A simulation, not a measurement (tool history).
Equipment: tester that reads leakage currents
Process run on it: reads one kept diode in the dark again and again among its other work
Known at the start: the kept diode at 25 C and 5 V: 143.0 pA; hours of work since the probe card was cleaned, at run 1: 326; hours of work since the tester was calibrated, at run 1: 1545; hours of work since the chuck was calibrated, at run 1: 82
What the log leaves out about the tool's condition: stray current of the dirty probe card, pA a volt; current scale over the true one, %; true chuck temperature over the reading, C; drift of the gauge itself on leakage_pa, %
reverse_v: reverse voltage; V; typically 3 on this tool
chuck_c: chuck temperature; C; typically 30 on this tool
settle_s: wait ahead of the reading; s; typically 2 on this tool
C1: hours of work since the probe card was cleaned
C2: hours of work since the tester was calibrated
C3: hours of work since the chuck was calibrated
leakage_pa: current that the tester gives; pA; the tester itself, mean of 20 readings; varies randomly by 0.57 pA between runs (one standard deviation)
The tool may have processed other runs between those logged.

{"run": 1, "hour": 0.0, "reverse_v": 3, "chuck_c": 30, "settle_s": 2, "C1": 326, "C2": 1545, "C3": 82, "leakage_pa": 189.38}
{"run": 2, "hour": 49.0, "reverse_v": 3, "chuck_c": 30, "settle_s": 2, "C1": 352, "C2": 1571, "C3": 108, "leakage_pa": 188.62}
{"run": 3, "hour": 151.9, "reverse_v": 3, "chuck_c": 30, "settle_s": 2, "C1": 408, "C2": 1626, "C3": 164, "leakage_pa": 187.3}
{"run": 4, "hour": 239.9, "reverse_v": 3, "chuck_c": 52, "settle_s": 2, "C1": 455, "C2": 1673, "C3": 211, "leakage_pa": 1064.98}
{"run": 5, "hour": 346.8, "reverse_v": 3, "chuck_c": 52, "settle_s": 2, "C1": 512, "C2": 1731, "C3": 268, "leakage_pa": 1061.07}
{"run": 6, "hour": 456.4, "reverse_v": 3, "chuck_c": 47, "settle_s": 2, "C1": 571, "C2": 1790, "C3": 327, "leakage_pa": 720.42}
{"hour": 463.8, "done": "probe card cleaned and baked"}
{"run": 7, "hour": 524.6, "reverse_v": 17.96, "chuck_c": 47, "settle_s": 1.48, "C1": 33, "C2": 1825, "C3": 362, "leakage_pa": 1304.38}
{"run": 8, "hour": 607.6, "reverse_v": 3.22, "chuck_c": 53, "settle_s": 0.7, "C1": 77, "C2": 1870, "C3": 407, "leakage_pa": 1148.86}
{"run": 9, "hour": 652.9, "reverse_v": 3.22, "chuck_c": 52, "settle_s": 1.4, "C1": 102, "C2": 1894, "C3": 431, "leakage_pa": 1070.25}
{"hour": 679.7, "done": "probe card cleaned and baked, once more"}
{"run": 10, "hour": 730.3, "reverse_v": 3, "chuck_c": 40, "settle_s": 2, "C1": 27, "C2": 1934, "C3": 471, "leakage_pa": 410.26}
{"run": 11, "hour": 831.5, "reverse_v": 2.1, "chuck_c": 25, "settle_s": 7.63, "C1": 82, "C2": 1988, "C3": 526, "leakage_pa": 103.04}
{"run": 12, "hour": 920.0, "reverse_v": 3.05, "chuck_c": 44, "settle_s": 2.2, "C1": 129, "C2": 2036, "C3": 573, "leakage_pa": 559.07}

Predict each of these 3 candidate next runs independently; none follows another, all start after run 12:
{"run": "A", "hour": 978.5, "reverse_v": 3, "chuck_c": 30, "settle_s": 0.34, "C1": 161, "C2": 2067, "C3": 605, "leakage_pa": "?"}
{"run": "B", "hour": 978.5, "reverse_v": 1.58, "chuck_c": 30, "settle_s": 0.32, "C1": 161, "C2": 2067, "C3": 605, "leakage_pa": "?"}
{"run": "C", "hour": 978.5, "reverse_v": 16.63, "chuck_c": 30, "settle_s": 5.49, "C1": 161, "C2": 2067, "C3": 605, "leakage_pa": "?"}

run=A leakage_pa=177.74
run=B leakage_pa=143.91
run=C leakage_pa=307.56
Take away the tool's hidden state, keep each run's random variation, and the runs would have read:
run=A leakage_pa=189.57
run=B leakage_pa=153.84
run=C leakage_pa=323.69
